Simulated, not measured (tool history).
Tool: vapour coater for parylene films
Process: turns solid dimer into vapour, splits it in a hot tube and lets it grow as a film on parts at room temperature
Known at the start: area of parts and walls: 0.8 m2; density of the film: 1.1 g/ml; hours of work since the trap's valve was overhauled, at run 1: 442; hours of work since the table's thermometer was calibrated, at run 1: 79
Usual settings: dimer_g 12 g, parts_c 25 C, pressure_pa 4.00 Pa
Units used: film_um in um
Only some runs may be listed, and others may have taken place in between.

run   hour  dimer_g  parts_c  pressure_pa  hours of work since the trap's valve was overhauled  hours of work since the table's thermometer was calibrated  film_um
  1    0.0       12       25         4.00                                                  442                                                          79     8.54
  2   11.3       12       25         4.00                                                  452                                                          89     8.60
  3   26.7       12       25         4.00                                                  466                                                         103     8.54
  4   38.9       12       25         4.00                                                  477                                                         114     8.59
  5   45.5       12       27         4.00                                                  483                                                         119     8.00
  6   54.7       12       27         4.00                                                  491                                                         128     7.98
  7   68.1       12       27         4.00                                                  503                                                         139     8.08
  8   80.9       12       27         4.00                                                  514                                                         151     7.95
      89.4  -- trap's valve overhauled
  9   94.9       12       25         4.00                                                    5                                                         160     8.94
 10  105.6       12       25         4.00                                                   14                                                         169     8.94
 11  116.7       12       25         9.12                                                   24                                                         179     8.15
 12  130.9       12       25         9.12                                                   37                                                         192     8.25
 13  146.9       12       25         9.12                                                   51                                                         206     8.23
 14  161.0       12       21         9.12                                                   63                                                         218     9.19
 15  176.5       12       21         9.12                                                   77                                                         232     9.12
 16  188.1        5       25         4.00                                                   87                                                         242     3.68
 17  201.0       12       25         4.00                                                   99                                                         254     8.80
 18  214.6       12       25         4.00                                                  111                                                         266     8.82
 19  227.3       12       25         4.00                                                  122                                                         277     8.78
 20  241.6       12       25         4.00                                                  135                                                         290     8.85
 21  249.9       12       25         4.00                                                  142                                                         297     8.94
 22  263.0       12       25         4.00                                                  154                                                         309     8.72
 23  277.6       12       25         4.00                                                  167                                                         322     8.87
 24  292.4       12       25         2.91                                                  180                                                         335     9.10
 25  308.2       22       21         2.35                                                  194                                                         349    18.97
 26  316.6       12       25         4.52                                                  201                                                         356     8.72
 27  331.3       12       37         9.04                                                  214                                                         369     5.70
 28  345.3       18       28         5.28                                                  227                                                         382    11.74
 29  354.0       17       26         7.98                                                  235                                                         389    11.28
 30  362.3       10       18         4.36                                                  242                                                         397     8.85
 31  375.6       10       18         2.63                                                  254                                                         408     9.39
 32  390.7       10       18         2.63                                                  267                                                         422     9.25
 33  406.6       10       18         2.63                                                  281                                                         436     9.18
 34  419.2       10       18         2.63                                                  292                                                         447     9.22
 35  427.3        5       18         2.36                                                  300                                                         454     4.67
 36  442.8        8       29         4.00                                                  313                                                         468     5.17
 37  449.3        6       25         3.47                                                  319                                                         474     4.32
 38  462.6        6       25         3.47                                                  331                                                         486     4.35
 39  470.0       12       25         2.43                                                  337                                                         492     9.09

Forecast run 40:
 40  477.6        6       25         7.86                                                  344                                                         499        ?

film_um: 4.05 um
Minus the tool's unlogged condition, the same run would have read film_um 4.16 um.
